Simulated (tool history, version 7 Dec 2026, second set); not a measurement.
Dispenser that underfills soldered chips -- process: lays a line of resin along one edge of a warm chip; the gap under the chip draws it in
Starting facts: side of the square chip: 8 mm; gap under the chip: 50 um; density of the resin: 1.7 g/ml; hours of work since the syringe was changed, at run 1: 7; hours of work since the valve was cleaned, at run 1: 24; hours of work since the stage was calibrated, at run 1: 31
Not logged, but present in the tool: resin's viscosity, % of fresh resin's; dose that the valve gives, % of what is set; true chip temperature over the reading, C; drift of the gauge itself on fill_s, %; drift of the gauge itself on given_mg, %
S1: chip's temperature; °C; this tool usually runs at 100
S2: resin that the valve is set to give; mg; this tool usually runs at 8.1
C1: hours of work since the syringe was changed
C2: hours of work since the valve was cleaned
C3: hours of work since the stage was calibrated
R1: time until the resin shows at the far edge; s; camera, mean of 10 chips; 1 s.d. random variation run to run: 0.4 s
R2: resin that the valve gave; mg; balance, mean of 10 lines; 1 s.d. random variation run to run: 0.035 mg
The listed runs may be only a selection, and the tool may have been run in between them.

run  hour   S1     S2  C1  C2  C3    R1     R2
  1     0  100    8.1   7  24  31  32.7   7.94
  2   5.7  100    8.1  10  27  35  37.4   7.93
      8.1  -- new syringe of resin
  3   9.6  100    8.1   1  29  37  27.4   7.99
  4  12.4  100    8.1   3  31  39  28.4    7.9
  5  18.2  100    8.1   6  35  42  32.8   7.89
  6  20.6  100  10.38   8  36  44  33.5  10.19
  7  25.5  100  10.38  11  39  47    37  10.16
     26.9  -- new syringe of resin
  8  28.1  100    7.5   1  40  48  27.2   7.32
  9  30.8  100    7.5   2  42  50  28.6   7.35
 10  36.1  100    7.5   6  45  53    32    7.3
 11  40.6  100    8.1   8  48  56    34   7.86
 12    43  100    8.1  10  49  57  35.8   7.83
     45.8  -- new syringe of resin
 13  46.2  109    8.1   0  51  59  17.6   7.83
 14  50.3  100   8.99   3  54  61  28.7   8.69
 15  55.5  106    7.6   6  57  65  25.6    7.3
 16  60.7   87   8.95   9  60  68  64.2   8.72
     64.8  -- new syringe of resin
 17  65.4  110    7.2   0  63  70    18   6.92
 18    68  110    7.2   2  64  72  18.8   6.94
 19    73   98   8.35   5  67  75  33.9   7.98
 20    78  112   8.26   8  70  78  21.4   7.92
 21    83  111   8.47  11  74  81  23.5    8.1
     83.8  -- new syringe of resin
 22  87.9   90   9.24   3  76  84  43.8   8.81
 23  93.6   90   9.24   6  80  87    49   8.81

Forecast each of these 3 alternatives for the next run:
  A  98.3  100  7.23   9  83  90   ?   ?
  B  98.3  103  7.31   9  83  90   ?   ?
  C  98.3   94  7.09   9  83  90   ?   ?

run    R1    R2
  A  36.2  6.83
  B    31   6.9
  C  47.9  6.74
Without the tool's unlogged condition, the same runs would have read:
run    R1    R2
  A  27.6   7.2
  B  23.6  7.27
  C  36.4  7.09
